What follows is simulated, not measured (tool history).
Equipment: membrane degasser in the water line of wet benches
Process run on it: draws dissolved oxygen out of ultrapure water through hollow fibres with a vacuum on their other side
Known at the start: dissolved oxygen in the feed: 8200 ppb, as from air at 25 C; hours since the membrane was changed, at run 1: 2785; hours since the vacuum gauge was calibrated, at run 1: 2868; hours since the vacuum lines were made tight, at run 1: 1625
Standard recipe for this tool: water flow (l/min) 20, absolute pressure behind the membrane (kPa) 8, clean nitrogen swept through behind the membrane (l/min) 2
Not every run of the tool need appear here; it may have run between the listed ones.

run    hour  water flow (l/min)  absolute pressure behind the membrane (kPa)  clean nitrogen swept through behind the membrane (l/min)  hours since the membrane was changed  hours since the vacuum gauge was calibrated  hours since the vacuum lines were made tight  dissolved oxygen in the water behind the degasser (ppb)  pressure that the water loses in the fibres (kPa)
  1       0                  20                                            8                                                         2                                  2785                                         2868                                          1625                                                    122.3                                              48.91
  2    72.1                  20                                        10.23                                                         2                                  2857                                         2940                                          1697                                                    174.6                                              48.23
  3   159.1                  20                                        10.23                                                         2                                  2944                                         3027                                          1784                                                    174.2                                              48.75
  4   216.2                  20                                        10.23                                                         2                                  3001                                         3084                                          1842                                                    175.2                                              48.39
  5     307                  20                                        10.23                                                         2                                  3092                                         3175                                          1932                                                      177                                              48.95
  6   389.9                  20                                        10.23                                                         2                                  3174                                         3258                                          2015                                                    173.8                                              48.81
  7   447.7                  20                                        10.23                                                         2                                  3232                                         3316                                          2073                                                    174.7                                              48.76
  8     491                  20                                            8                                                         2                                  3276                                         3359                                          2116                                                    124.8                                              48.71
  9   566.5                  20                                         7.13                                                         2                                  3351                                         3435                                          2192                                                    102.8                                              48.39
 10     621                  20                                         7.13                                                         2                                  3405                                         3489                                          2246                                                    103.1                                              48.76
 11   663.9                  20                                         7.13                                                         2                                  3448                                         3532                                          2289                                                    103.2                                              48.67
 12   718.2                  20                                            8                                                      3.79                                  3503                                         3586                                          2344                                                     72.8                                              48.68
 13     798                  15                                            8                                                         2                                  3583                                         3666                                          2423                                                     92.3                                              36.79
 14   884.5                  22                                            8                                                         2                                  3669                                         3752                                          2510                                                      135                                              53.51
 15   976.3                  20                                            8                                                      2.76                                  3761                                         3844                                          2602                                                     93.3                                               48.7
 16  1030.2                  20                                            8                                                      2.76                                  3815                                         3898                                          2656                                                     94.1                                              48.34
 17  1083.5                  20                                            8                                                      2.76                                  3868                                         3951                                          2709                                                     93.7                                              48.58
 18  1150.9                  12                                        19.68                                                       5.8                                  3935                                         4019                                          2776                                                     86.6                                              29.29
 19  1205.9                  12                                        19.68                                                      1.22                                  3990                                         4074                                          2831                                                    370.9                                               29.4
 20  1280.8                  20                                         15.8                                                      1.28                                  4065                                         4149                                          2906                                                    436.4                                              48.55
 21  1350.1                  20                                        11.26                                                      5.67                                  4135                                         4218                                          2975                                                       81                                              48.49
 22  1409.1                  20                                            8                                                      0.89                                  4194                                         4277                                          3034                                                    239.5                                              48.62
 23  1483.6                  20                                            8                                                      0.89                                  4268                                         4352                                          3109                                                    243.3                                              48.36
 24  1538.6                  28                                         10.2                                                      1.73                                  4323                                         4407                                          3164                                                    276.8                                              67.86
 25  1604.4                  13                                            8                                                         2                                  4389                                         4472                                          3230                                                     78.8                                              31.68
 26  1683.1                  13                                            8                                                         2                                  4468                                         4551                                          3308                                                     78.9                                               31.9
 27  1742.1                  13                                            8                                                         2                                  4527                                         4610                                          3367                                                     78.6                                              31.48
 28  1788.9                  17                                         12.2                                                      2.65                                  4573                                         4657                                          3414                                                    146.6                                              41.84
 29  1877.7                  20                                         5.96                                                         2                                  4662                                         4746                                          3503                                                     76.2                                              48.85
 30  1966.6                  20                                        10.59                                                      0.93                                  4751                                         4835                                          3592                                                    351.4                                               48.6
 31  2021.1                  27                                         7.53                                                      3.03                                  4806                                         4889                                          3646                                                    112.2                                              65.99
 32  2059.9                  20                                         5.18                                                      2.69                                  4844                                         4928                                          3685                                                     45.8                                              48.67

Below are 4 alternative next runs, each starting from the tool's condition after run 32. Predict each:
  A  2136.2                  23                                         5.18                                                      2.28                                  4921                                         5004                                          3761                                                        ?                                                  ?
  B  2136.2                  20                                            8                                                      1.01                                  4921                                         5004                                          3761                                                        ?                                                  ?
  C  2136.2                  21                                         8.83                                                      5.58                                  4921                                         5004                                          3761                                                        ?                                                  ?
  D  2136.2                  30                                         5.18                                                      2.69                                  4921                                         5004                                          3761                                                        ?                                                  ?

run  dissolved oxygen in the water behind the degasser (ppb)  pressure that the water loses in the fibres (kPa)
  A                                                     61.8                                              55.43
  B                                                    224.7                                              48.86
  C                                                     64.1                                              51.25
  D                                                     79.6                                              72.56
With no hidden state in the tool, these same runs would have given:
run  dissolved oxygen in the water behind the degasser (ppb)  pressure that the water loses in the fibres (kPa)
  A                                                     61.7                                              55.42
  B                                                    224.6                                              48.85
  C                                                     64.1                                              51.24
  D                                                     79.5                                              72.54
